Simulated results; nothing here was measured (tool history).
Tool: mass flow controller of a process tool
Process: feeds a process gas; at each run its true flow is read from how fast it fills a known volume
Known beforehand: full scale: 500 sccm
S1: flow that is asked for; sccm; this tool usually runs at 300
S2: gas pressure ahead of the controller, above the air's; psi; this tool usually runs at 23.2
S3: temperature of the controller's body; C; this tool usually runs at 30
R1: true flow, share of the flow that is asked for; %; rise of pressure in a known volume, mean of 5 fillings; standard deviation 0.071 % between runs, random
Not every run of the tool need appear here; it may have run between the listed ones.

run 1 day=0.000 | S1=300 S2=23.2 S3=30 | R1=100.18
run 2 day=4.567 | S1=300 S2=23.2 S3=30 | R1=100.24
run 3 day=8.029 | S1=300 S2=29.7 S3=30 | R1=100.05
run 4 day=12.604 | S1=300 S2=29.7 S3=30 | R1=100.24
run 5 day=14.846 | S1=300 S2=23.2 S3=30 | R1=100.17
run 6 day=17.892 | S1=300 S2=23.2 S3=30 | R1=100.23
run 7 day=21.129 | S1=300 S2=23.2 S3=30 | R1=100.34
run 8 day=23.842 | S1=103 S2=23.2 S3=30 | R1=99.40
run 9 day=26.362 | S1=103 S2=23.2 S3=30 | R1=99.49
run 10 day=30.804 | S1=103 S2=23.2 S3=30 | R1=99.30
run 11 day=34.954 | S1=103 S2=23.2 S3=30 | R1=99.26
run 12 day=37.296 | S1=103 S2=23.2 S3=30 | R1=99.16
run 13 day=40.738 | S1=103 S2=23.2 S3=30 | R1=99.30
run 14 day=44.238 | S1=300 S2=23.2 S3=30 | R1=100.32
run 15 day=46.167 | S1=300 S2=23.2 S3=30 | R1=100.24
run 16 day=48.292 | S1=300 S2=23.2 S3=30 | R1=100.36
run 17 day=50.667 | S1=300 S2=23.2 S3=30 | R1=100.31
run 18 day=54.329 | S1=300 S2=23.2 S3=30 | R1=100.39
run 19 day=58.892 | S1=300 S2=23.2 S3=30 | R1=100.36
run 20 day=61.392 | S1=52 S2=23.2 S3=30 | R1=97.41
run 21 day=65.325 | S1=234 S2=23.2 S3=30 | R1=100.04
run 22 day=68.650 | S1=234 S2=23.2 S3=26 | R1=99.74
run 23 day=72.379 | S1=300 S2=23.2 S3=30 | R1=100.36
run 24 day=75.221 | S1=300 S2=23.2 S3=30 | R1=100.30
run 25 day=77.158 | S1=62 S2=23.2 S3=38 | R1=98.41
run 26 day=79.650 | S1=62 S2=23.2 S3=38 | R1=98.36
run 27 day=82.688 | S1=146 S2=23.2 S3=34 | R1=99.83
run 28 day=86.238 | S1=159 S2=27.1 S3=23 | R1=98.71
run 29 day=88.962 | S1=222 S2=34.2 S3=34 | R1=100.35
run 30 day=90.904 | S1=83 S2=23.2 S3=30 | R1=98.26
run 31 day=94.829 | S1=300 S2=30.5 S3=29 | R1=100.24
run 32 day=97.917 | S1=300 S2=35.5 S3=23 | R1=99.44
run 33 day=101.950 | S1=300 S2=35.5 S3=23 | R1=99.35
run 34 day=103.938 | S1=300 S2=35.5 S3=23 | R1=99.32
run 35 day=107.992 | S1=317 S2=35.5 S3=29 | R1=99.98
run 36 day=110.917 | S1=466 S2=23.2 S3=29 | R1=101.08
run 37 day=112.988 | S1=187 S2=26.8 S3=29 | R1=100.88
run 38 day=116.692 | S1=240 S2=26.8 S3=29 | R1=100.83
run 39 day=119.904 | S1=176 S2=23.2 S3=30 | R1=100.95
run 40 day=124.425 | S1=176 S2=23.2 S3=30 | R1=100.96
run 41 day=129.033 | S1=176 S2=23.2 S3=30 | R1=101.05
run 42 day=133.025 | S1=300 S2=31.5 S3=30 | R1=100.98
run 43 day=135.846 | S1=300 S2=31.5 S3=30 | R1=101.03
run 44 day=138.221 | S1=113 S2=23.2 S3=30 | R1=100.70
run 45 day=141.171 | S1=89 S2=35.4 S3=30 | R1=100.35
run 46 day=145.279 | S1=89 S2=35.4 S3=30 | R1=100.22
run 47 day=148.983 | S1=301 S2=35.4 S3=30 | R1=101.08

Withheld: 2 entries from between the runs. Position of each, and hidden state at the listed run before versus the listed run after:
Run 32 -> run 33: controller's zero set anew (day 98.171)
  flow at rest that the sensor doesn't see, % of full scale: -0.443 -> -0.55; true flow over the shown one, %: 0.69 -> 0.71
  measured less the result without the state, R1: -0.05 -> -0.20 %
Run 35 -> run 36: controller's zero set anew, once more (day 110.462)
  flow at rest that the sensor doesn't see, % of full scale: -0.567 -> -0.025; true flow over the shown one, %: 0.75 -> 0.77
  measured less the result without the state, R1: -0.15 -> +0.74 %
